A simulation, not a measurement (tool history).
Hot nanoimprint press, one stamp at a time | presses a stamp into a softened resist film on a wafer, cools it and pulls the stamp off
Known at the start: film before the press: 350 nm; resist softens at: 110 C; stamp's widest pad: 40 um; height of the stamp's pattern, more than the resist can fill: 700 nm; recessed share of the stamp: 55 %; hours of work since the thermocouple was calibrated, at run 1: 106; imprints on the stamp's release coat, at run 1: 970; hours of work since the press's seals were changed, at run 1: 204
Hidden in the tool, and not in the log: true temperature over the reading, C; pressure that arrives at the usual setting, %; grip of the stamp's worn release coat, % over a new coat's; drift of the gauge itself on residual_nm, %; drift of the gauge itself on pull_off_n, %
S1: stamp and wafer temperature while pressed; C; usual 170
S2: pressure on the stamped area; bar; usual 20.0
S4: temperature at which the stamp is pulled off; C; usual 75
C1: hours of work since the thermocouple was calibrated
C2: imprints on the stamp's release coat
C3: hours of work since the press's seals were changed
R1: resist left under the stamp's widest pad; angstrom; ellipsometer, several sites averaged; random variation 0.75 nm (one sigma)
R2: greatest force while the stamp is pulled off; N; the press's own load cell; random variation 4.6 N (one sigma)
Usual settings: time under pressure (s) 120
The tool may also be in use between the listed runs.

{"run": 1, "hour": 0.0, "S1": 170, "S2": 20.0, "time under pressure (s)": 120, "S4": 75, "C1": 106, "C2": 970, "C3": 204, "R1": 1794, "R2": 287}
{"run": 2, "hour": 10.3, "S1": 170, "S2": 20.0, "time under pressure (s)": 120, "S4": 75, "C1": 112, "C2": 1004, "C3": 210, "R1": 1796, "R2": 290}
{"run": 3, "hour": 28.7, "S1": 167, "S2": 20.0, "time under pressure (s)": 120, "S4": 75, "C1": 123, "C2": 1065, "C3": 221, "R1": 2006, "R2": 285}
{"run": 4, "hour": 46.9, "S1": 167, "S2": 20.0, "time under pressure (s)": 120, "S4": 75, "C1": 134, "C2": 1124, "C3": 232, "R1": 2013, "R2": 294}
{"run": 5, "hour": 61.0, "S1": 167, "S2": 20.0, "time under pressure (s)": 120, "S4": 75, "C1": 143, "C2": 1171, "C3": 240, "R1": 2016, "R2": 291}
{"run": 6, "hour": 73.9, "S1": 158, "S2": 20.0, "time under pressure (s)": 140, "S4": 82, "C1": 151, "C2": 1213, "C3": 248, "R1": 2581, "R2": 302}
{"run": 7, "hour": 88.6, "S1": 158, "S2": 20.0, "time under pressure (s)": 140, "S4": 82, "C1": 159, "C2": 1262, "C3": 257, "R1": 2599, "R2": 308}
{"hour": 92.5, "done": "plate thermocouple calibrated"}
{"run": 8, "hour": 103.5, "S1": 161, "S2": 20.0, "time under pressure (s)": 140, "S4": 82, "C1": 7, "C2": 1301, "C3": 264, "R1": 2355, "R2": 293}
{"run": 9, "hour": 118.4, "S1": 161, "S2": 29.8, "time under pressure (s)": 140, "S4": 78, "C1": 16, "C2": 1350, "C3": 273, "R1": 2077, "R2": 306}
{"run": 10, "hour": 129.8, "S1": 161, "S2": 29.8, "time under pressure (s)": 140, "S4": 78, "C1": 22, "C2": 1387, "C3": 280, "R1": 2076, "R2": 313}

Forecast each of these 4 alternatives for the next run:
{"hour": 144.6, "done": "stamp cleaned and given a new release coat"}
{"hour": 149.4, "done": "plate thermocouple calibrated, once more"}
{"run": "A", "hour": 152.8, "S1": 161, "S2": 17.7, "time under pressure (s)": 180, "S4": 78, "C1": 2, "C2": 18, "C3": 288, "R1": "?", "R2": "?"}
{"hour": 144.6, "done": "stamp cleaned and given a new release coat"}
{"hour": 149.4, "done": "plate thermocouple calibrated, once more"}
{"run": "B", "hour": 152.8, "S1": 165, "S2": 24.0, "time under pressure (s)": 140, "S4": 61, "C1": 2, "C2": 18, "C3": 288, "R1": "?", "R2": "?"}
{"hour": 144.6, "done": "stamp cleaned and given a new release coat"}
{"hour": 149.4, "done": "plate thermocouple calibrated, once more"}
{"run": "C", "hour": 152.8, "S1": 161, "S2": 12.3, "time under pressure (s)": 140, "S4": 79, "C1": 2, "C2": 18, "C3": 288, "R1": "?", "R2": "?"}
{"hour": 144.6, "done": "stamp cleaned and given a new release coat"}
{"hour": 149.4, "done": "plate thermocouple calibrated, once more"}
{"run": "D", "hour": 152.8, "S1": 181, "S2": 29.8, "time under pressure (s)": 140, "S4": 78, "C1": 2, "C2": 18, "C3": 288, "R1": "?", "R2": "?"}

run=A R1=2327 R2=221
run=B R1=1972 R2=238
run=C R1=2679 R2=220
run=D R1=944 R2=220
Without the tool's hidden state the same runs would have given:
run=A R1=2315 R2=220
run=B R1=1953 R2=237
run=C R1=2673 R2=219
run=D R1=928 R2=219
